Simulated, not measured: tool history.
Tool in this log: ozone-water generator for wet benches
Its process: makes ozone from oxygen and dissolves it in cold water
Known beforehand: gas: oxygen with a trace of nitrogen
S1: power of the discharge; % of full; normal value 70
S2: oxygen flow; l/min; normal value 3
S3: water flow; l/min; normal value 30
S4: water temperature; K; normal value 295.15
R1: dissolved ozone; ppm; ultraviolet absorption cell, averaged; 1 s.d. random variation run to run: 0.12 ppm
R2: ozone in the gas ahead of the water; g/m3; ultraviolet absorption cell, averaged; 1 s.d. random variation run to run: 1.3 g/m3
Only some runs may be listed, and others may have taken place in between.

| run | day | S1 | S2 | S3 | S4 | R1 | R2 |
|---|---|---|---|---|---|---|---|
| 1 | 0 | 70 | 3 | 30 | 295.15 | 10.1 | 223.6 |
| 2 | 1.758 | 70 | 3 | 30 | 295.15 | 10.2 | 225.7 |
| 3 | 4.029 | 70 | 3 | 30 | 295.15 | 10.1 | 224 |
| 4 | 6.1 | 83 | 3 | 30 | 295.15 | 11.5 | 256.9 |
| 5 | 7.5 | 83 | 5.09 | 30 | 295.15 | 13.4 | 209 |
| 6 | 9 | 70 | 3 | 18 | 295.15 | 16.2 | 225.9 |
| 7 | 10.146 | 70 | 3 | 30 | 295.15 | 10.1 | 225.1 |
| 8 | 11.867 | 70 | 3 | 30 | 295.15 | 9.9 | 224.5 |
| 9 | 13.108 | 70 | 3 | 30 | 295.15 | 10.1 | 225.4 |
| 10 | 15.071 | 70 | 3 | 30 | 295.15 | 10.1 | 222.1 |
| 11 | 16.071 | 70 | 3 | 30 | 295.15 | 10.1 | 223.6 |
| 12 | 17.804 | 70 | 3 | 30 | 295.15 | 9.9 | 223 |
| 13 | 19.354 | 70 | 3 | 30 | 295.15 | 10 | 222.7 |
| 14 | 21.192 | 72 | 3 | 30 | 295.15 | 10.3 | 229.2 |
| 15 | 23.458 | 72 | 3 | 30 | 295.15 | 10.3 | 225.5 |
| 16 | 25.138 | 72 | 3 | 30 | 295.15 | 10.2 | 226.2 |
| 17 | 26.671 | 72 | 4.59 | 30 | 295.15 | 11.5 | 191.9 |
| 18 | 28.85 | 99 | 2.51 | 30 | 295.15 | 11.7 | 306.6 |
|  | 29.067 | water thermometer calibrated |
| 19 | 30.158 | 53 | 2.03 | 33 | 295.15 | 6.3 | 209.5 |
| 20 | 32.192 | 53 | 2.03 | 33 | 295.15 | 6.1 | 209.8 |
| 21 | 33.138 | 70 | 1.66 | 36 | 293.15 | 6.5 | 277.2 |
| 22 | 34.346 | 83 | 4.74 | 30 | 295.15 | 12.8 | 208.4 |
| 23 | 36.579 | 75 | 1.94 | 25 | 290.15 | 11 | 273.3 |
|  | 36.762 | water thermometer calibrated, once more |
| 24 | 37.546 | 66 | 1.86 | 24 | 297.15 | 9.8 | 251.3 |
| 25 | 39.046 | 66 | 1.84 | 24 | 300.15 | 9.5 | 253.3 |
| 26 | 41.017 | 63 | 3.05 | 43 | 300.15 | 5.9 | 205.2 |
|  | 41.921 | contactor cleaned |
| 27 | 42.942 | 48 | 3.35 | 44 | 301.15 | 5 | 159.5 |
| 28 | 44.567 | 51 | 3 | 30 | 290.15 | 8.2 | 173.5 |
| 29 | 46.283 | 51 | 3 | 30 | 290.15 | 8.4 | 173.5 |
| 30 | 48.012 | 72 | 3.35 | 30 | 295.15 | 10.5 | 212 |
| 31 | 49.333 | 70 | 3 | 46 | 295.15 | 6.4 | 218.4 |
| 32 | 50.617 | 70 | 3 | 35 | 295.15 | 8.6 | 218.2 |
| 33 | 52.675 | 70 | 3 | 35 | 295.15 | 8.4 | 217.1 |

Below are 3 alternative next runs, each starting from the tool's condition after run 33. Predict each:
| A | 53.671 | 70 | 5.12 | 30 | 295.15 | ? | ? |
| B | 53.671 | 70 | 1.66 | 34 | 289.15 | ? | ? |
| C | 53.671 | 94 | 3.52 | 34 | 295.15 | ? | ? |

| run | R1 | R2 |
|---|---|---|
| A | 11.6 | 177 |
| B | 7 | 274 |
| C | 11.3 | 249.1 |
Had the tool no hidden state, the same runs would have come out as:
| run | R1 | R2 |
|---|---|---|
| A | 12.8 | 194.3 |
| B | 7.7 | 300.7 |
| C | 12.8 | 279.4 |

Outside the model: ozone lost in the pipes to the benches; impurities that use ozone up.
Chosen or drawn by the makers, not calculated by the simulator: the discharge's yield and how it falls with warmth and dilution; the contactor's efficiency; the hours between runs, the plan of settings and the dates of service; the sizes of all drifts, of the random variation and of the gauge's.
